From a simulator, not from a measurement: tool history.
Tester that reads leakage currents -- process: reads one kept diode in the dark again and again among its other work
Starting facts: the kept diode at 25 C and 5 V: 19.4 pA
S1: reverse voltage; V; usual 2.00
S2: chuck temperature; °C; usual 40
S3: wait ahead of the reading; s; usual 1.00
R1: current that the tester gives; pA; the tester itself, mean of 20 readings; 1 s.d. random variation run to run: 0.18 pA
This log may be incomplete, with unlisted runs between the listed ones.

run	day	S1	S2	S3	R1
1	0.000	2.00	40	1.00	58.03
2	1.662	2.00	40	1.00	57.91
3	3.304	2.00	40	1.00	57.75
4	4.529	1.64	40	1.00	54.22
5	6.725	2.00	51	1.00	146.54
6	8.250	2.00	51	1.00	147.00
7	9.454	2.00	40	0.71	58.45
8	11.300	2.00	40	0.71	58.40
9	13.221	2.00	40	0.71	58.00
10	14.846	2.00	40	1.00	57.84
11	16.358	2.00	40	1.00	57.88
12	18.483	2.00	40	1.00	58.01
13	20.471	2.00	40	1.00	57.85
14	22.033	2.00	29	1.00	21.69
15	23.967	2.00	40	1.00	58.05
16	25.012	2.00	40	1.00	57.96
17	26.704	2.00	40	5.58	57.54
18	27.767	1.71	40	1.00	55.22
# day 28.600: chuck's temperature calibrated
19	29.238	1.71	40	1.00	55.33
20	31.217	1.71	40	1.00	55.19
21	32.288	11.51	40	1.00	104.58
22	33.433	4.02	49	1.14	157.48
23	35.175	2.00	33	1.00	31.16
24	36.412	3.65	33	0.62	38.87
25	37.608	2.57	51	0.73	160.07
26	39.767	2.00	30	1.00	23.87
27	41.542	11.08	30	5.70	41.12
28	42.917	11.08	37	5.22	77.38
29	44.162	4.75	40	1.00	77.49
30	45.150	2.00	34	1.00	34.26
31	46.296	5.29	31	0.58	36.92
32	48.496	5.29	31	0.58	36.92
33	50.625	5.64	31	0.58	37.94
34	52.050	5.64	31	0.58	38.26
35	54.167	2.00	22	1.00	11.15
36	56.179	3.79	35	1.00	46.26
37	58.250	12.78	35	2.21	68.86
38	60.246	12.78	35	7.23	67.81
39	62.221	2.11	21	0.72	10.62

Forecast each of these 5 alternatives for the next run:
A	63.767	2.59	40	8.05	?
B	63.767	2.11	58	1.03	?
C	63.767	10.26	41	0.71	?
D	63.767	11.27	40	0.55	?
E	63.767	2.99	51	0.62	?

run	R1
A	62.87
B	260.76
C	110.00
D	105.77
E	167.53
The same runs, with their run-to-run variation unchanged, on a tool lacking any hidden condition would have given:
run	R1
A	62.87
B	260.89
C	109.93
D	105.69
E	167.59
